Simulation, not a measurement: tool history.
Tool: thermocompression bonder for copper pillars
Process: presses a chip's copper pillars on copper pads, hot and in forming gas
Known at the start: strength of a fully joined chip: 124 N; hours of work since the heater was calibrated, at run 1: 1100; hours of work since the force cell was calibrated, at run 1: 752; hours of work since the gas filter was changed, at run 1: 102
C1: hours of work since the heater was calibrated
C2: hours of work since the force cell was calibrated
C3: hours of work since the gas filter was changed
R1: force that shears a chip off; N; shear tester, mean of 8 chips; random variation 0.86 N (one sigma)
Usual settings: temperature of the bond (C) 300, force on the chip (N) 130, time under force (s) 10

{"run": 1, "hour": 0.0, "temperature of the bond (C)": 300, "force on the chip (N)": 130, "time under force (s)": 10, "C1": 1100, "C2": 752, "C3": 102, "R1": 61.8}
{"run": 2, "hour": 60.7, "temperature of the bond (C)": 315, "force on the chip (N)": 130, "time under force (s)": 10, "C1": 1134, "C2": 786, "C3": 136, "R1": 69.3}
{"hour": 96.4, "done": "forming gas filter changed"}
{"run": 3, "hour": 103.4, "temperature of the bond (C)": 300, "force on the chip (N)": 130, "time under force (s)": 10, "C1": 1158, "C2": 809, "C3": 4, "R1": 65.4}
{"run": 4, "hour": 151.6, "temperature of the bond (C)": 300, "force on the chip (N)": 137, "time under force (s)": 10, "C1": 1185, "C2": 836, "C3": 31, "R1": 67.1}
{"run": 5, "hour": 223.0, "temperature of the bond (C)": 300, "force on the chip (N)": 125, "time under force (s)": 10, "C1": 1225, "C2": 876, "C3": 71, "R1": 62}
{"run": 6, "hour": 276.9, "temperature of the bond (C)": 270, "force on the chip (N)": 130, "time under force (s)": 10, "C1": 1255, "C2": 906, "C3": 101, "R1": 43.4}
{"run": 7, "hour": 346.6, "temperature of the bond (C)": 300, "force on the chip (N)": 130, "time under force (s)": 10, "C1": 1294, "C2": 945, "C3": 140, "R1": 59.5}
{"hour": 371.6, "done": "forming gas filter changed"}
{"run": 8, "hour": 385.4, "temperature of the bond (C)": 300, "force on the chip (N)": 130, "time under force (s)": 10, "C1": 1315, "C2": 967, "C3": 8, "R1": 65.4}
{"run": 9, "hour": 427.3, "temperature of the bond (C)": 300, "force on the chip (N)": 130, "time under force (s)": 15, "C1": 1338, "C2": 990, "C3": 31, "R1": 73.6}
{"run": 10, "hour": 506.9, "temperature of the bond (C)": 300, "force on the chip (N)": 130, "time under force (s)": 15, "C1": 1383, "C2": 1034, "C3": 76, "R1": 71.5}
{"hour": 520.7, "done": "heater calibrated with a thermocouple chip"}
{"run": 11, "hour": 574.0, "temperature of the bond (C)": 300, "force on the chip (N)": 130, "time under force (s)": 15, "C1": 30, "C2": 1071, "C3": 112, "R1": 72.4}
{"run": 12, "hour": 619.3, "temperature of the bond (C)": 300, "force on the chip (N)": 130, "time under force (s)": 10, "C1": 55, "C2": 1096, "C3": 137, "R1": 62.9}
{"hour": 650.5, "done": "forming gas filter changed"}
{"run": 13, "hour": 662.1, "temperature of the bond (C)": 300, "force on the chip (N)": 130, "time under force (s)": 10, "C1": 79, "C2": 1120, "C3": 6, "R1": 69.4}
{"run": 14, "hour": 723.4, "temperature of the bond (C)": 300, "force on the chip (N)": 130, "time under force (s)": 10, "C1": 113, "C2": 1154, "C3": 41, "R1": 68.1}
{"run": 15, "hour": 808.8, "temperature of the bond (C)": 294, "force on the chip (N)": 130, "time under force (s)": 10, "C1": 161, "C2": 1202, "C3": 88, "R1": 59.9}
{"run": 16, "hour": 852.1, "temperature of the bond (C)": 294, "force on the chip (N)": 130, "time under force (s)": 17, "C1": 185, "C2": 1226, "C3": 113, "R1": 69.8}
{"run": 17, "hour": 913.2, "temperature of the bond (C)": 294, "force on the chip (N)": 130, "time under force (s)": 17, "C1": 219, "C2": 1260, "C3": 147, "R1": 70.1}
{"hour": 929.6, "done": "forming gas filter changed"}
{"run": 18, "hour": 963.5, "temperature of the bond (C)": 300, "force on the chip (N)": 147, "time under force (s)": 10, "C1": 247, "C2": 1288, "C3": 19, "R1": 72.1}
{"run": 19, "hour": 1007.6, "temperature of the bond (C)": 300, "force on the chip (N)": 81, "time under force (s)": 10, "C1": 271, "C2": 1312, "C3": 44, "R1": 50.9}
{"run": 20, "hour": 1052.9, "temperature of the bond (C)": 300, "force on the chip (N)": 130, "time under force (s)": 10, "C1": 297, "C2": 1338, "C3": 69, "R1": 64.7}
{"run": 21, "hour": 1136.5, "temperature of the bond (C)": 330, "force on the chip (N)": 147, "time under force (s)": 13, "C1": 343, "C2": 1384, "C3": 116, "R1": 89.7}
{"run": 22, "hour": 1178.0, "temperature of the bond (C)": 325, "force on the chip (N)": 82, "time under force (s)": 5, "C1": 366, "C2": 1407, "C3": 139, "R1": 47.7}
{"hour": 1205.8, "done": "forming gas filter changed"}
{"run": 23, "hour": 1223.7, "temperature of the bond (C)": 325, "force on the chip (N)": 82, "time under force (s)": 5, "C1": 392, "C2": 1433, "C3": 10, "R1": 52.4}
{"run": 24, "hour": 1278.0, "temperature of the bond (C)": 285, "force on the chip (N)": 118, "time under force (s)": 26, "C1": 422, "C2": 1463, "C3": 40, "R1": 73.7}
{"run": 25, "hour": 1347.6, "temperature of the bond (C)": 315, "force on the chip (N)": 118, "time under force (s)": 6, "C1": 461, "C2": 1502, "C3": 79, "R1": 59.7}
{"run": 26, "hour": 1394.8, "temperature of the bond (C)": 315, "force on the chip (N)": 118, "time under force (s)": 6, "C1": 487, "C2": 1528, "C3": 106, "R1": 56.9}
{"run": 27, "hour": 1448.8, "temperature of the bond (C)": 325, "force on the chip (N)": 130, "time under force (s)": 11, "C1": 517, "C2": 1558, "C3": 136, "R1": 77.6}
{"hour": 1483.6, "done": "forming gas filter changed"}
{"run": 28, "hour": 1491.6, "temperature of the bond (C)": 326, "force on the chip (N)": 136, "time under force (s)": 6, "C1": 541, "C2": 1582, "C3": 4, "R1": 74.3}
{"run": 29, "hour": 1544.4, "temperature of the bond (C)": 326, "force on the chip (N)": 136, "time under force (s)": 6, "C1": 570, "C2": 1611, "C3": 34, "R1": 72}
{"run": 30, "hour": 1609.1, "temperature of the bond (C)": 323, "force on the chip (N)": 174, "time under force (s)": 10, "C1": 607, "C2": 1647, "C3": 70, "R1": 87.1}
{"run": 31, "hour": 1671.7, "temperature of the bond (C)": 323, "force on the chip (N)": 174, "time under force (s)": 10, "C1": 642, "C2": 1682, "C3": 105, "R1": 84.7}
{"run": 32, "hour": 1716.8, "temperature of the bond (C)": 307, "force on the chip (N)": 174, "time under force (s)": 7, "C1": 667, "C2": 1708, "C3": 130, "R1": 66.7}
{"run": 33, "hour": 1754.4, "temperature of the bond (C)": 307, "force on the chip (N)": 174, "time under force (s)": 7, "C1": 688, "C2": 1729, "C3": 151, "R1": 67.6}
{"hour": 1762.1, "done": "force cell calibrated"}
{"hour": 1762.6, "done": "forming gas filter changed"}
{"run": 34, "hour": 1805.4, "temperature of the bond (C)": 307, "force on the chip (N)": 106, "time under force (s)": 17, "C1": 715, "C2": 24, "C3": 24, "R1": 76.1}
{"run": 35, "hour": 1866.5, "temperature of the bond (C)": 298, "force on the chip (N)": 106, "time under force (s)": 7, "C1": 749, "C2": 58, "C3": 58, "R1": 50}
{"run": 36, "hour": 1948.5, "temperature of the bond (C)": 298, "force on the chip (N)": 106, "time under force (s)": 7, "C1": 795, "C2": 104, "C3": 104, "R1": 48.8}
{"run": 37, "hour": 2023.1, "temperature of the bond (C)": 289, "force on the chip (N)": 91, "time under force (s)": 6, "C1": 837, "C2": 145, "C3": 145, "R1": 36.4}
{"hour": 2037.5, "done": "forming gas filter changed"}
{"run": 38, "hour": 2075.8, "temperature of the bond (C)": 282, "force on the chip (N)": 125, "time under force (s)": 20, "C1": 866, "C2": 175, "C3": 21, "R1": 68.5}
{"run": 39, "hour": 2160.4, "temperature of the bond (C)": 324, "force on the chip (N)": 166, "time under force (s)": 11, "C1": 913, "C2": 222, "C3": 69, "R1": 88.2}

How the hidden state differs across the entries between the runs, from the last listed run before each to the first after it:
Between runs 2 and 3: forming gas filter changed (hour 96.4)
  true temperature of the bond over the reading, C: -5.1 -> -5.2; oxide that the forming gas leaves, % of the face: 9.49 -> 0.84
  measured less the result without the state, R1: -11 -> -4.5 N
Between runs 7 and 8: forming gas filter changed (hour 371.6)
  true temperature of the bond over the reading, C: -5.9 -> -6; force that reaches the chip, % of what is set: 97.5 -> 97.4; oxide that the forming gas leaves, % of the face: 9.98 -> 1.09
  measured less the result without the state, R1: -11.1 -> -5.3 N
Between runs 10 and 11: heater calibrated with a thermocouple chip (hour 520.7)
  true temperature of the bond over the reading, C: -6.4 -> -0.1; force that reaches the chip, % of what is set: 97.3 -> 97.2; oxide that the forming gas leaves, % of the face: 5.71 -> 8.18
  measured less the result without the state, R1: -9.3 -> -7.2 N
Between runs 12 and 13: forming gas filter changed (hour 650.5)
  true temperature of the bond over the reading, C: -0.2 -> -0.3; force that reaches the chip, % of what is set: 97.2 -> 97.1; oxide that the forming gas leaves, % of the face: 9.91 -> 1.02
  measured less the result without the state, R1: -7.7 -> -1.6 N
Between runs 17 and 18: forming gas filter changed (hour 929.6)
  true temperature of the bond over the reading, C: -1 -> -1.2; oxide that the forming gas leaves, % of the face: 10.62 -> 1.87
  measured less the result without the state, R1: -9.8 -> -2.9 N
Between runs 22 and 23: forming gas filter changed (hour 1205.8)
  true temperature of the bond over the reading, C: -1.8 -> -1.9; oxide that the forming gas leaves, % of the face: 10.13 -> 1.25
  measured less the result without the state, R1: -7.2 -> -2.6 N
Between runs 27 and 28: forming gas filter changed (hour 1483.6)
  true temperature of the bond over the reading, C: -2.5 -> -2.6; oxide that the forming gas leaves, % of the face: 9.69 -> 0.84
  measured less the result without the state, R1: -10.8 -> -3.3 N
Between runs 33 and 34: force cell calibrated (hour 1762.1); forming gas filter changed (hour 1762.6)
  true temperature of the bond over the reading, C: -3.4 -> -3.5; force that reaches the chip, % of what is set: 95.8 -> 99.7; oxide that the forming gas leaves, % of the face: 11.24 -> 2.58
  measured less the result without the state, R1: -11.9 -> -4 N
Between runs 37 and 38: forming gas filter changed (hour 2037.5)
  true temperature of the bond over the reading, C: -4.1 -> -4.2; oxide that the forming gas leaves, % of the face: 10.64 -> 2.12
  measured less the result without the state, R1: -6.3 -> -4.4 N
